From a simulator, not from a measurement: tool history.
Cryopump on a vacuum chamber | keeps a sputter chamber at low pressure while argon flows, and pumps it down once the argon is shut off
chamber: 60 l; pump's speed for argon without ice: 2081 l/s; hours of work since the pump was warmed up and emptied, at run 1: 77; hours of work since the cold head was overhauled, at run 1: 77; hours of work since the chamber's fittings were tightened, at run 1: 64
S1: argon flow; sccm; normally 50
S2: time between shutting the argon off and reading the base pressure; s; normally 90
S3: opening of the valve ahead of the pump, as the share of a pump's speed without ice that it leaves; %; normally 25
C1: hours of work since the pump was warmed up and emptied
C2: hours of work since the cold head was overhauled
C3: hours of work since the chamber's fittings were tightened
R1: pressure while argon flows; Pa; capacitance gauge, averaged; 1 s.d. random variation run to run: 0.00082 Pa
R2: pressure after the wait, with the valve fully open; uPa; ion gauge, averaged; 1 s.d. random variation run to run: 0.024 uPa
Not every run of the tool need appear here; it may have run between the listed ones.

run,hour,S1,S2,S3,C1,C2,C3,R1,R2
1,0,50,90,25,77,77,64,0.1625,0.88
2,10.1,50,90,25,82,82,69,0.1622,0.87
3,31.9,50,90,25,93,93,80,0.1633,0.85
4,49.6,50,90,25,102,102,88,0.1643,0.89
5,71.1,50,90,25,113,113,99,0.1641,0.93
6,87.7,50,90,25,121,121,107,0.1625,0.92
7,101,89,90,25,128,128,114,0.2906,0.86
8,121.2,89,90,25,138,138,124,0.2904,0.94
9,134.9,50,90,25,144,144,131,0.1645,0.89
10,146.8,50,90,25,150,150,137,0.1642,0.96
11,162.3,50,90,25,158,158,144,0.1631,0.98
12,178.5,65,90,25,166,166,152,0.214,0.97
13,192.8,65,90,25,173,173,159,0.2144,0.95
14,210.9,50,90,25,182,182,168,0.1656,0.96
15,223.6,50,90,20,188,188,175,0.2055,0.96
16,238.3,50,90,20,196,196,182,0.2063,0.98
17,251,50,90,56,202,202,188,0.0748,0.97
18,271.8,34,137,56,212,212,199,0.0508,0.72
19,289.8,34,137,56,221,221,207,0.0516,0.78
20,308.1,89,35,28,230,230,217,0.2617,2.09
21,328.7,40,169,25,241,241,227,0.133,0.63
22,346.6,40,169,25,249,249,236,0.132,0.63
23,369.9,95,55,47,261,261,247,0.1706,1.45
24,386.3,35,90,23,269,269,255,0.125,1.03
25,404.5,35,90,23,278,278,264,0.1267,1.01
26,417.7,35,90,23,285,285,271,0.1264,1.05
27,435.3,21,97,44,293,293,280,0.0404,1
28,453,98,105,44,302,302,288,0.1891,0.94
29,463.1,98,105,44,307,307,293,0.1884,0.96
30,483.2,50,147,25,317,317,303,0.1653,0.79
31,500.3,99,43,25,326,326,312,0.3287,1.8
32,511.9,99,43,25,331,331,318,0.3305,1.83
33,528.9,50,90,19,340,340,326,0.2193,1.07
34,547.7,50,90,19,349,349,335,0.2169,1.1

A few steps of R1 between consecutive runs. Split each: what settings, incoming material and random variation would produce without the hidden state, and what is left over for the hidden state, along with gauge scatter present in only one of the two compared results (measured, and without hidden state):
What the log doesn't record here: pump's speed, % of a pump's without ice; cold plate's temperature, K; leak into the chamber, uPa l/s; drift of the gauge itself on working_pa, %; drift of the gauge itself on base_upa, %.
Run 19 -> 20: S1 34 -> 89, S2 137 -> 35, S3 56 -> 28. R1 +0.2101 Pa: hidden state +0.0034, all else +0.2067.
Run 27 -> 28: S1 21 -> 98, S2 97 -> 105. R1 +0.1487 Pa: hidden state +0.0063, all else +0.1424.
Run 30 -> 31: S1 50 -> 99, S2 147 -> 43. R1 +0.1634 Pa: hidden state +0.0045, all else +0.1589.
Run 32 -> 33: S1 99 -> 50, S2 43 -> 90, S3 25 -> 19. R1 -0.1112 Pa: hidden state -0.0042, all else -0.107.
